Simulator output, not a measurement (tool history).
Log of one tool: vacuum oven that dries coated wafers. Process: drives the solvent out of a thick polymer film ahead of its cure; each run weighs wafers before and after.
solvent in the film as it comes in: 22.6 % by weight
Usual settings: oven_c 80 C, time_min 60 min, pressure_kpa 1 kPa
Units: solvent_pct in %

run	hour	oven_c	time_min	pressure_kpa	solvent_pct
1	0	80	60	1	3.09
2	67.4	80	60	2.62	4.13
3	134.6	80	60	2.62	4.14
4	195.8	80	60	2.62	4.12
5	245.6	80	60	2.62	4.08
6	297.6	80	60	2.62	4.09
7	344.7	80	60	2.62	4.05
8	404.1	67	65	1	8.3
9	440.6	67	65	1	8.37
10	476.7	74	101	1	2.77
11	530	74	101	1	2.78
12	577.3	74	101	1	2.74

Hidden state or all else? Some run-to-run changes of solvent_pct, split into what the settings, what came in and random variation would give without the hidden state, and what is left for the hidden state (with any gauge scatter that isn't in both results):
The hidden state here: true wafer temperature over the reading, C; true pressure over the reading, kPa; drift of the gauge itself on solvent_pct, %.
Run 9 -> 10: oven_c 67 -> 74, time_min 65 -> 101. solvent_pct -5.6 %: hidden state +0.18, all else -5.78.
